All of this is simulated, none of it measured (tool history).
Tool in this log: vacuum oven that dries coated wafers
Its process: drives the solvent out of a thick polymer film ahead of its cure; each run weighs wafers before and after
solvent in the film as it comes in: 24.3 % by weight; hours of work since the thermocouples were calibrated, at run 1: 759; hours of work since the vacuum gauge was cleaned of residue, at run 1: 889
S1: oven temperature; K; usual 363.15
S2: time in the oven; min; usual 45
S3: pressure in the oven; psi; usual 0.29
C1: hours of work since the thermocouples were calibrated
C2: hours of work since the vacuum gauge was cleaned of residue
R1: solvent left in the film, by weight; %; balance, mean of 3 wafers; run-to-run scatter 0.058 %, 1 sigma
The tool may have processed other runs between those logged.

run   hour      S1  S2     S3    C1    C2    R1
  1      0  363.15  45   0.29   759   889  3.63
  2   19.7  363.15  45   0.29   773   904  3.75
  3   46.7  363.15  45   0.29   792   923  3.74
  4   67.4  363.15  45   0.29   807   938   3.7
  5   98.8  363.15  45  0.278   830   960  3.75
  6  118.3  363.15  45  0.223   844   974  3.38
  7    154  363.15  45  0.223   869  1000  3.36
  8  193.9  363.15  45   0.29   898  1029  3.78
  9  211.5  363.15  52   0.29   911  1041  3.27
 10  243.3  363.15  52   0.29   933  1064  3.35
 11  261.7  363.15  41   0.29   947  1077  4.23
 12  287.8  363.15  41  0.458   965  1096  5.05
 13  313.3  363.15  41  0.458   984  1114  5.04
 14  344.4  363.15  41  0.458  1006  1137  5.24
 15  382.8  372.15  37  1.105  1034  1164  5.28
 16  417.3  363.15  34   0.29  1058  1189  5.67
 17  434.7  363.15  34  0.432  1071  1202  6.22
 18  462.3  353.15  40  1.024  1091  1222  13.4
 19  479.9  360.15  36  0.848  1103  1234  9.36
 20  507.6  360.15  36  0.848  1123  1254   9.3
 21  544.8  357.15  40  0.676  1150  1281   9.3
 22  570.6  376.15  45   0.29  1168  1299  1.44
 23  606.3  373.15  45  1.023  1194  1325  4.37
 24  643.6  363.15  73  0.183  1221  1352  2.04
 25  663.9  363.15  73  0.183  1236  1366  2.08

What if the next run were any one of these 4? Each begins from the tool's condition after run 25:
  A  703.8  365.15  73  0.183  1264  1395   ?
  B  703.8  363.15  45  1.021  1264  1395   ?
  C  703.8  364.15  48  0.395  1264  1395   ?
  D  703.8  367.15  78  0.429  1264  1395   ?

run    R1
  A  1.82
  B   7.7
  C  4.12
  D  2.55
Had the tool no hidden state, the same runs would have come out as:
run    R1
  A  1.13
  B   6.3
  C     3
  D   1.9
